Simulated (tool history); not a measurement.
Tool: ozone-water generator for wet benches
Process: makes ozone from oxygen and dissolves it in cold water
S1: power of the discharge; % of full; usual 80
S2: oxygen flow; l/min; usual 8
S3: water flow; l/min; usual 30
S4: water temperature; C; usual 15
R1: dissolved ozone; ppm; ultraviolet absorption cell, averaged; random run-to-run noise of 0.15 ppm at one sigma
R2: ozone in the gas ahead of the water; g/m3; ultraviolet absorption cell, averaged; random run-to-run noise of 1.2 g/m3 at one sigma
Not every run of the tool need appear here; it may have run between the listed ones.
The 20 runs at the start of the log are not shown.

Run 21, hour 1630.4: usual settings but S3 40 l/min, S4 8 C. Result: R1 15.7 ppm, R2 217 g/m3.
Run 22, hour 1683.4: usual settings but S1 48 % of full, S2 9.09 l/min, S3 34 l/min, S4 14 C. Result: R1 13 ppm, R2 147.9 g/m3.
Run 23, hour 1759.3: usual settings but S2 11.54 l/min, S3 32 l/min. Result: R1 18.8 ppm, R2 181.2 g/m3.
Run 24, hour 1807.6: usual settings but S2 11.54 l/min, S3 32 l/min. Result: R1 18.8 ppm, R2 180.6 g/m3.
Run 25, hour 1906.8: usual settings but S1 50 % of full, S2 11.54 l/min, S3 21 l/min, S4 10 C. Result: R1 21.8 ppm, R2 136.7 g/m3.
Run 26, hour 2000: usual settings but S2 7.52 l/min, S4 22 C. Result: R1 17.3 ppm, R2 223.5 g/m3.
Run 27, hour 2047.1: usual settings but S1 82 % of full. Result: R1 20 ppm, R2 220.3 g/m3.
Run 28, hour 2097.4: usual settings but S1 82 % of full, S4 8 C. Result: R1 21.7 ppm, R2 218.5 g/m3.
Run 29, hour 2208.1: usual settings but S1 45 % of full, S2 9.74 l/min, S3 39 l/min, S4 10 C. Result: R1 11.7 ppm, R2 137.9 g/m3.
Run 30, hour 2280.6: usual settings but S1 83 % of full, S3 40 l/min. Result: R1 15 ppm, R2 220.7 g/m3.
Run 31, hour 2371.2: usual settings but S1 83 % of full, S2 5.12 l/min, S3 40 l/min. Result: R1 13.5 ppm, R2 272.9 g/m3.
Run 32, hour 2426.5: usual settings but S1 83 % of full, S2 5.12 l/min, S3 40 l/min. Result: R1 13.5 ppm, R2 272.3 g/m3.

Predict each of these 5 candidate next runs independently; none follows another, all start after run 32:
Run A, hour 2522.6: usual settings but S1 83 % of full, S2 13.24 l/min, S3 36 l/min, S4 10 C. Result: R1 ?, R2 ?.
Run B, hour 2522.6: usual settings but S1 48 % of full, S3 21 l/min. Result: R1 ?, R2 ?.
Run C, hour 2522.6: usual settings but S1 50 % of full, S2 5.97 l/min, S3 39 l/min. Result: R1 ?, R2 ?.
Run D, hour 2522.6: usual settings but S1 83 % of full, S2 5.68 l/min, S3 40 l/min, S4 21 C. Result: R1 ?, R2 ?.
Run E, hour 2522.6: usual settings but S1 52 % of full, S2 5.12 l/min, S3 40 l/min. Result: R1 ?, R2 ?.

run    R1     R2
  A  18.7  173.4
  B  19.6  156.5
  C  10.5  186.2
  D  13.1  259.9
  E  10.3  205.6
Take away the tool's hidden state, keep each run's random variation, and the runs would have read:
run    R1     R2
  A  18.7  173.5
  B  19.7  156.6
  C  10.6  186.3
  D  13.1  260.1
  E  10.3  205.7
